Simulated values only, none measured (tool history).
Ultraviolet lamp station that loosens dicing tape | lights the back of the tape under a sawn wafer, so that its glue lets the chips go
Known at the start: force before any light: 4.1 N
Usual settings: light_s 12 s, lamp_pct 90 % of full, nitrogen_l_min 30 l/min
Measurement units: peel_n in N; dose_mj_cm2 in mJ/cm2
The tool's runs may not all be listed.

run 1 hour=0 | light_s=12 lamp_pct=90 nitrogen_l_min=30 | peel_n=0.272 dose_mj_cm2=355
run 2 hour=22 | light_s=12 lamp_pct=90 nitrogen_l_min=30 | peel_n=0.273 dose_mj_cm2=353
run 3 hour=50.6 | light_s=12 lamp_pct=63 nitrogen_l_min=30 | peel_n=0.426 dose_mj_cm2=243
run 4 hour=74 | light_s=12 lamp_pct=63 nitrogen_l_min=30 | peel_n=0.43 dose_mj_cm2=240
run 5 hour=100.6 | light_s=12 lamp_pct=63 nitrogen_l_min=30 | peel_n=0.461 dose_mj_cm2=240
run 6 hour=124 | light_s=12 lamp_pct=90 nitrogen_l_min=19 | peel_n=0.349 dose_mj_cm2=332
run 7 hour=144.2 | light_s=12 lamp_pct=90 nitrogen_l_min=19 | peel_n=0.373 dose_mj_cm2=334
run 8 hour=161.6 | light_s=12 lamp_pct=90 nitrogen_l_min=19 | peel_n=0.371 dose_mj_cm2=326
run 9 hour=177.6 | light_s=12 lamp_pct=90 nitrogen_l_min=29 | peel_n=0.316 dose_mj_cm2=322
run 10 hour=192.8 | light_s=12 lamp_pct=90 nitrogen_l_min=29 | peel_n=0.306 dose_mj_cm2=323
run 11 hour=213.5 | light_s=23 lamp_pct=90 nitrogen_l_min=30 | peel_n=0.223 dose_mj_cm2=613
run 12 hour=231.7 | light_s=23 lamp_pct=90 nitrogen_l_min=30 | peel_n=0.221 dose_mj_cm2=615
run 13 hour=251.4 | light_s=12 lamp_pct=90 nitrogen_l_min=30 | peel_n=0.319 dose_mj_cm2=311
run 14 hour=281.5 | light_s=12 lamp_pct=85 nitrogen_l_min=30 | peel_n=0.341 dose_mj_cm2=292
run 15 hour=315.5 | light_s=12 lamp_pct=90 nitrogen_l_min=16 | peel_n=0.465 dose_mj_cm2=304
run 16 hour=337.2 | light_s=15 lamp_pct=90 nitrogen_l_min=16 | peel_n=0.34 dose_mj_cm2=372
run 17 hour=368.9 | light_s=15 lamp_pct=90 nitrogen_l_min=16 | peel_n=0.334 dose_mj_cm2=369
run 18 hour=389.2 | light_s=15 lamp_pct=90 nitrogen_l_min=16 | peel_n=0.349 dose_mj_cm2=367
-- hour=391.5 window cleaned of glue's vapour
run 19 hour=405.1 | light_s=15 lamp_pct=90 nitrogen_l_min=16 | peel_n=0.421 dose_mj_cm2=322
run 20 hour=425.8 | light_s=12 lamp_pct=90 nitrogen_l_min=30 | peel_n=0.404 dose_mj_cm2=250
run 21 hour=441.1 | light_s=12 lamp_pct=90 nitrogen_l_min=30 | peel_n=0.397 dose_mj_cm2=253
-- hour=454.3 window cleaned of glue's vapour, once more
run 22 hour=458.7 | light_s=6 lamp_pct=90 nitrogen_l_min=30 | peel_n=0.7 dose_mj_cm2=172
run 23 hour=492.8 | light_s=19 lamp_pct=61 nitrogen_l_min=45 | peel_n=0.26 dose_mj_cm2=363
run 24 hour=512 | light_s=23 lamp_pct=61 nitrogen_l_min=45 | peel_n=0.235 dose_mj_cm2=434
run 25 hour=541.9 | light_s=9 lamp_pct=71 nitrogen_l_min=13 | peel_n=0.952 dose_mj_cm2=195
run 26 hour=559.5 | light_s=21 lamp_pct=63 nitrogen_l_min=13 | peel_n=0.353 dose_mj_cm2=401
run 27 hour=580.3 | light_s=21 lamp_pct=63 nitrogen_l_min=13 | peel_n=0.38 dose_mj_cm2=397
run 28 hour=611.9 | light_s=8 lamp_pct=90 nitrogen_l_min=30 | peel_n=0.515 dose_mj_cm2=217
run 29 hour=632.7 | light_s=7 lamp_pct=62 nitrogen_l_min=46 | peel_n=0.872 dose_mj_cm2=127
run 30 hour=667.8 | light_s=13 lamp_pct=88 nitrogen_l_min=10 | peel_n=0.523 dose_mj_cm2=335
run 31 hour=687.8 | light_s=11 lamp_pct=76 nitrogen_l_min=54 | peel_n=0.331 dose_mj_cm2=237
run 32 hour=706.3 | light_s=8 lamp_pct=90 nitrogen_l_min=26 | peel_n=0.588 dose_mj_cm2=201
run 33 hour=741 | light_s=8 lamp_pct=90 nitrogen_l_min=26 | peel_n=0.609 dose_mj_cm2=201
run 34 hour=765.6 | light_s=8 lamp_pct=90 nitrogen_l_min=53 | peel_n=0.444 dose_mj_cm2=195
run 35 hour=792.6 | light_s=8 lamp_pct=90 nitrogen_l_min=53 | peel_n=0.417 dose_mj_cm2=193
run 36 hour=813.2 | light_s=6 lamp_pct=90 nitrogen_l_min=59 | peel_n=0.659 dose_mj_cm2=143
run 37 hour=829.1 | light_s=6 lamp_pct=90 nitrogen_l_min=59 | peel_n=0.664 dose_mj_cm2=144
run 38 hour=845.2 | light_s=18 lamp_pct=90 nitrogen_l_min=59 | peel_n=0.232 dose_mj_cm2=425
run 39 hour=864.8 | light_s=18 lamp_pct=90 nitrogen_l_min=59 | peel_n=0.226 dose_mj_cm2=421
run 40 hour=885.9 | light_s=12 lamp_pct=81 nitrogen_l_min=9 | peel_n=0.855 dose_mj_cm2=253
run 41 hour=918.8 | light_s=12 lamp_pct=85 nitrogen_l_min=16 | peel_n=0.595 dose_mj_cm2=258
run 42 hour=940.1 | light_s=12 lamp_pct=85 nitrogen_l_min=16 | peel_n=0.595 dose_mj_cm2=256
run 43 hour=970.8 | light_s=12 lamp_pct=76 nitrogen_l_min=30 | peel_n=0.497 dose_mj_cm2=225
run 44 hour=1001.3 | light_s=7 lamp_pct=90 nitrogen_l_min=12 | peel_n=1.377 dose_mj_cm2=149

Here are 3 independent what-if runs from the current tool condition. What would each one return?
run A hour=1029.4 | light_s=12 lamp_pct=83 nitrogen_l_min=30 | peel_n=? dose_mj_cm2=?
run B hour=1029.4 | light_s=15 lamp_pct=72 nitrogen_l_min=18 | peel_n=? dose_mj_cm2=?
run C hour=1029.4 | light_s=10 lamp_pct=99 nitrogen_l_min=12 | peel_n=? dose_mj_cm2=?

run=A peel_n=0.443 dose_mj_cm2=235
run=B peel_n=0.522 dose_mj_cm2=255
run=C peel_n=0.798 dose_mj_cm2=235
Without the tool's hidden state the same runs would have given:
run=A peel_n=0.263 dose_mj_cm2=379
run=B peel_n=0.285 dose_mj_cm2=411
run=C peel_n=0.406 dose_mj_cm2=378

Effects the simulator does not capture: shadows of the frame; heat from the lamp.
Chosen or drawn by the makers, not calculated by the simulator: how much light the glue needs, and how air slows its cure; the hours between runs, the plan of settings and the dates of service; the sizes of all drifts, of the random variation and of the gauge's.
